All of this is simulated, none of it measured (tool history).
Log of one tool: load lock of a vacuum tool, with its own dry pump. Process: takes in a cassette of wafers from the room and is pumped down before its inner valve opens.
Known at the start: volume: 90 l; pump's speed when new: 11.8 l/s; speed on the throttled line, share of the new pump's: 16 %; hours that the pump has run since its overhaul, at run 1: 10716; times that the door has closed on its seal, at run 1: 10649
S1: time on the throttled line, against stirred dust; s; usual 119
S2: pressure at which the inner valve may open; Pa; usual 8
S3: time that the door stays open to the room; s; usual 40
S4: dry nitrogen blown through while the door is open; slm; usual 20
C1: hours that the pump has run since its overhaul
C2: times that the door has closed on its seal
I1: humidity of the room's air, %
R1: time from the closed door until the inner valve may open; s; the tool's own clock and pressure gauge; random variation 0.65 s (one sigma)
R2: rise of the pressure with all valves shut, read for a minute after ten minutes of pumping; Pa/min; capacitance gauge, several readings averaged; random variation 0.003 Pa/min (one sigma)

{"run": 1, "hour": 0.0, "S1": 119, "S2": 8, "S3": 40, "S4": 20, "C1": 10716, "C2": 10649, "I1": 42.9, "R1": 172.9, "R2": 0.022}
{"run": 2, "hour": 173.3, "S1": 119, "S2": 8, "S3": 40, "S4": 20, "C1": 10890, "C2": 11149, "I1": 43.5, "R1": 173.2, "R2": 0.014}
{"run": 3, "hour": 378.4, "S1": 119, "S2": 8, "S3": 40, "S4": 20, "C1": 11095, "C2": 11742, "I1": 43.5, "R1": 174.1, "R2": 0.02}
{"run": 4, "hour": 564.1, "S1": 119, "S2": 8, "S3": 40, "S4": 20, "C1": 11280, "C2": 12279, "I1": 44.1, "R1": 174, "R2": 0.027}
{"run": 5, "hour": 827.5, "S1": 119, "S2": 8, "S3": 40, "S4": 20, "C1": 11544, "C2": 13039, "I1": 43.5, "R1": 172.2, "R2": 0.022}
{"run": 6, "hour": 1130.7, "S1": 182, "S2": 8, "S3": 40, "S4": 20, "C1": 11847, "C2": 13915, "I1": 47.1, "R1": 226.1, "R2": 0.024}
{"run": 7, "hour": 1354.6, "S1": 182, "S2": 8, "S3": 40, "S4": 20, "C1": 12071, "C2": 14562, "I1": 46.4, "R1": 225.4, "R2": 0.018}
{"run": 8, "hour": 1556.7, "S1": 182, "S2": 13, "S3": 40, "S4": 20, "C1": 12273, "C2": 15146, "I1": 40.5, "R1": 222.1, "R2": 0.02}
{"run": 9, "hour": 1842.2, "S1": 182, "S2": 13, "S3": 40, "S4": 20, "C1": 12559, "C2": 15971, "I1": 41.3, "R1": 221.8, "R2": 0.017}
{"run": 10, "hour": 1965.8, "S1": 182, "S2": 13, "S3": 40, "S4": 20, "C1": 12682, "C2": 16329, "I1": 44.5, "R1": 223, "R2": 0.019}
{"run": 11, "hour": 2156.6, "S1": 182, "S2": 13, "S3": 40, "S4": 20, "C1": 12873, "C2": 16880, "I1": 44.5, "R1": 222.9, "R2": 0.017}
{"run": 12, "hour": 2395.7, "S1": 122, "S2": 16, "S3": 103, "S4": 8, "C1": 13112, "C2": 17571, "I1": 43.3, "R1": 169.9, "R2": 0.039}
{"run": 13, "hour": 2659.5, "S1": 98, "S2": 8, "S3": 40, "S4": 20, "C1": 13376, "C2": 18333, "I1": 45.4, "R1": 155.6, "R2": 0.028}
{"run": 14, "hour": 2959.4, "S1": 224, "S2": 10, "S3": 48, "S4": 20, "C1": 13676, "C2": 19199, "I1": 41.3, "R1": 259.6, "R2": 0.025}
{"run": 15, "hour": 3123.6, "S1": 196, "S2": 10, "S3": 40, "S4": 20, "C1": 13840, "C2": 19674, "I1": 46, "R1": 236.8, "R2": 0.024}
{"run": 16, "hour": 3318.4, "S1": 196, "S2": 10, "S3": 40, "S4": 20, "C1": 14035, "C2": 20237, "I1": 42.4, "R1": 236.5, "R2": 0.017}
{"run": 17, "hour": 3592.2, "S1": 237, "S2": 8, "S3": 57, "S4": 15, "C1": 14309, "C2": 21028, "I1": 41.9, "R1": 273.6, "R2": 0.029}
{"run": 18, "hour": 3815.7, "S1": 157, "S2": 8, "S3": 40, "S4": 20, "C1": 14532, "C2": 21674, "I1": 41.6, "R1": 205.4, "R2": 0.019}

5 ways to go on from here, each from the tool as it stands after run 18. What would each give?
{"run": "A", "hour": 3963.1, "S1": 157, "S2": 8, "S3": 40, "S4": 20, "C1": 14679, "C2": 22099, "I1": 42.1, "R1": "?", "R2": "?"}
{"run": "B", "hour": 3963.1, "S1": 106, "S2": 8, "S3": 32, "S4": 20, "C1": 14679, "C2": 22099, "I1": 42.5, "R1": "?", "R2": "?"}
{"run": "C", "hour": 3963.1, "S1": 203, "S2": 8, "S3": 146, "S4": 20, "C1": 14679, "C2": 22099, "I1": 47.2, "R1": "?", "R2": "?"}
{"run": "D", "hour": 3963.1, "S1": 119, "S2": 8, "S3": 83, "S4": 9, "C1": 14679, "C2": 22099, "I1": 46.5, "R1": "?", "R2": "?"}
{"run": "E", "hour": 3963.1, "S1": 157, "S2": 16, "S3": 40, "S4": 11, "C1": 14679, "C2": 22099, "I1": 47.5, "R1": "?", "R2": "?"}

run=A R1=204.9 R2=0.021
run=B R1=162.1 R2=0.015
run=C R1=245.2 R2=0.039
run=D R1=173.1 R2=0.038
run=E R1=200.5 R2=0.027
Without the tool's hidden state the same runs would have given:
run=A R1=204.9 R2=0.02
run=B R1=162.1 R2=0.014
run=C R1=245.2 R2=0.038
run=D R1=173.1 R2=0.037
run=E R1=200.5 R2=0.026

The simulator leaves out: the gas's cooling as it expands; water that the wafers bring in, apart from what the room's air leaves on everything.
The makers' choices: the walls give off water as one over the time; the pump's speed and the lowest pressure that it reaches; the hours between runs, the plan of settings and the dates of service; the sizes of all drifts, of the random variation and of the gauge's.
